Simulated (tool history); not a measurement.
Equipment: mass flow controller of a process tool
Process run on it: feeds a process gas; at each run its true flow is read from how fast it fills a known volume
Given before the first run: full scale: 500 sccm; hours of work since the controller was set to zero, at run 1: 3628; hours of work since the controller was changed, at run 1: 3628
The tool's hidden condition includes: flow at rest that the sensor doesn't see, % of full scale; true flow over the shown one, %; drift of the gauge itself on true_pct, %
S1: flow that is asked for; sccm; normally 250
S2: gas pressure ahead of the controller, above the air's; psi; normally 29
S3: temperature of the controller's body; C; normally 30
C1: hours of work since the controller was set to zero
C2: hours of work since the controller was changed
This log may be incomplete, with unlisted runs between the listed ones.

run 1 day=0 | S1=250 S2=29 S3=30 | C1=3628 C2=3628 | true_flow_(%)=97.31
run 2 day=5.183 | S1=250 S2=29 S3=34 | C1=3727 C2=3727 | true_flow_(%)=96.92
run 3 day=8.879 | S1=250 S2=29 S3=30 | C1=3797 C2=3797 | true_flow_(%)=97.33
run 4 day=13.058 | S1=250 S2=37.7 S3=30 | C1=3877 C2=3877 | true_flow_(%)=97.3
run 5 day=17.188 | S1=250 S2=37.7 S3=30 | C1=3956 C2=3956 | true_flow_(%)=97.3
run 6 day=21.6 | S1=250 S2=29 S3=30 | C1=4040 C2=4040 | true_flow_(%)=97.29
run 7 day=24.962 | S1=250 S2=29 S3=30 | C1=4104 C2=4104 | true_flow_(%)=97.15
-- day=27.917 controller's zero set anew
run 8 day=31.333 | S1=250 S2=29 S3=30 | C1=65 C2=4225 | true_flow_(%)=99.34
run 9 day=35.279 | S1=250 S2=29 S3=30 | C1=140 C2=4300 | true_flow_(%)=99.4
run 10 day=38.108 | S1=250 S2=29 S3=30 | C1=194 C2=4354 | true_flow_(%)=99.3
run 11 day=42.825 | S1=101 S2=37.1 S3=30 | C1=284 C2=4444 | true_flow_(%)=98.55
run 12 day=45.579 | S1=101 S2=37.1 S3=22 | C1=337 C2=4497 | true_flow_(%)=99.18
run 13 day=49.075 | S1=101 S2=37.1 S3=22 | C1=404 C2=4563 | true_flow_(%)=99.03
run 14 day=54.404 | S1=148 S2=27.4 S3=22 | C1=505 C2=4665 | true_flow_(%)=99.29
run 15 day=58.696 | S1=74 S2=31 S3=22 | C1=587 C2=4747 | true_flow_(%)=98.23
run 16 day=64.271 | S1=250 S2=23.5 S3=25 | C1=693 C2=4853 | true_flow_(%)=99.54

Consider 3 possible next runs. They are alternatives, not a sequence: every one starts from the tool as it was left by run 16. What does each give?
run A day=70.554 | S1=76 S2=39.6 S3=39 | C1=813 C2=4973 | true_flow_(%)=?
run B day=70.554 | S1=210 S2=33.9 S3=30 | C1=813 C2=4973 | true_flow_(%)=?
run C day=70.554 | S1=119 S2=30.5 S3=26 | C1=813 C2=4973 | true_flow_(%)=?

run=A true_flow_(%)=96.55
run=B true_flow_(%)=98.98
run=C true_flow_(%)=98.44
Stripped of hidden state, with their random variation kept, the same runs would have yielded:
run=A true_flow_(%)=97.23
run=B true_flow_(%)=98.55
run=C true_flow_(%)=98.5

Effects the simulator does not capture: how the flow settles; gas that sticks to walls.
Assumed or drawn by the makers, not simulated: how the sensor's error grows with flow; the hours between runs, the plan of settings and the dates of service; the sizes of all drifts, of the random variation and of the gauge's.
